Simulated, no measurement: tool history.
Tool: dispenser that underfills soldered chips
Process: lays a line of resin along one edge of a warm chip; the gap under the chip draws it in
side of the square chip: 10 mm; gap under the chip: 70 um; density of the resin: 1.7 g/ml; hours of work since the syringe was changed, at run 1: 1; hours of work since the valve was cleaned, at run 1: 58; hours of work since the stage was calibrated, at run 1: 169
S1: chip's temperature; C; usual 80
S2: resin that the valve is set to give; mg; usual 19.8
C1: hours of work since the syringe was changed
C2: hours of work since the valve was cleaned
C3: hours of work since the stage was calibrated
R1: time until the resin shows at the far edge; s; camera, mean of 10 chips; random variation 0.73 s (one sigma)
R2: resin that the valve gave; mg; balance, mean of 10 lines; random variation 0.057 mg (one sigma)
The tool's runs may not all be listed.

run	hour	S1	S2	C1	C2	C3	R1	R2
1	0.0	80	19.8	1	58	169	70.0	19.53
2	4.5	80	19.8	4	61	172	92.3	19.38
3	11.4	80	19.8	9	66	177	138.0	19.33
4	14.3	80	19.8	11	68	179	163.7	19.48
# hour 15.4: new syringe of resin
5	17.9	80	20.3	2	71	182	74.7	19.81
6	23.4	80	20.3	6	75	186	105.7	19.79
7	30.3	80	19.8	11	80	191	156.1	19.10
# hour 32.7: new syringe of resin
8	33.7	80	19.8	1	82	193	67.4	19.21
9	39.3	80	19.8	5	86	197	95.4	19.28
# hour 43.6: dispensing valve cleaned and set on the balance
10	45.2	80	19.8	8	1	201	126.4	19.71
# hour 50.9: new syringe of resin
11	51.4	80	19.0	0	6	205	67.8	18.94
12	56.7	80	19.0	4	9	209	92.2	18.84
13	59.7	80	19.0	6	12	211	110.7	18.79
14	66.7	80	19.8	12	17	216	165.5	19.61
# hour 67.6: new syringe of resin
15	72.5	80	19.8	4	21	220	83.8	19.51
16	78.9	80	19.8	8	25	225	122.0	19.56
17	83.9	80	19.8	12	29	229	165.4	19.52
# hour 84.8: new syringe of resin
18	89.1	80	19.8	3	33	232	82.2	19.55
19	93.6	80	19.8	6	36	235	106.2	19.54
20	98.4	77	17.6	10	39	239	158.2	17.25
# hour 101.6: new syringe of resin
21	103.5	77	17.6	1	43	242	80.5	17.24
22	107.9	81	17.6	5	46	246	91.0	17.36
23	114.1	81	17.6	9	51	250	133.3	17.28
# hour 118.6: new syringe of resin
24	118.9	87	19.8	0	54	253	50.5	19.40
25	123.7	87	19.8	4	57	257	69.0	19.34
26	129.1	87	19.8	8	61	261	95.2	19.22
27	134.1	66	19.7	11	65	264	244.6	19.26
# hour 135.3: new syringe of resin
28	137.3	68	25.2	1	67	267	100.5	24.64
29	144.0	77	20.0	6	72	271	115.3	19.46
30	149.2	74	22.9	10	76	275	168.8	22.21
# hour 152.0: new syringe of resin
31	156.4	81	19.8	3	81	280	78.3	19.18
32	160.4	86	17.1	6	84	283	85.7	16.65
33	165.4	94	22.8	10	87	287	90.9	22.05
# hour 167.8: dispensing valve cleaned and set on the balance
34	169.4	94	22.8	12	1	289	107.5	22.83
# hour 170.0: new syringe of resin
35	175.9	90	22.9	4	6	294	66.2	23.03
36	181.9	82	17.4	9	10	298	121.0	17.43
37	186.2	91	24.2	12	13	301	119.6	24.05

The same runs without the tool's hidden state, with the same run-to-run variation:
The hidden state here: resin's viscosity, % of fresh resin's; dose that the valve gives, % of what is set; true chip temperature over the reading, C; drift of the gauge itself on fill_s, %; drift of the gauge itself on given_mg, %.
run	R1	R2
1	66.5	19.93
2	67.0	19.81
3	66.7	19.78
4	66.9	19.96
5	64.9	20.32
6	66.7	20.32
7	65.5	19.65
8	65.2	19.78
9	66.3	19.88
10	66.0	19.79
11	67.2	19.05
12	67.2	18.98
13	67.1	18.94
14	66.5	19.81
15	66.1	19.73
16	65.9	19.82
17	66.4	19.80
18	66.3	19.86
19	66.1	19.86
20	73.9	17.56
21	74.9	17.57
22	65.2	17.72
23	66.3	17.66
24	52.6	19.85
25	54.1	19.81
26	54.4	19.72
27	104.6	19.79
28	95.0	25.34
29	73.0	20.05
30	78.6	22.91
31	64.3	19.82
32	55.1	17.22
33	43.9	22.83
34	43.6	22.80
35	49.3	23.04
36	63.1	17.47
37	48.1	24.12
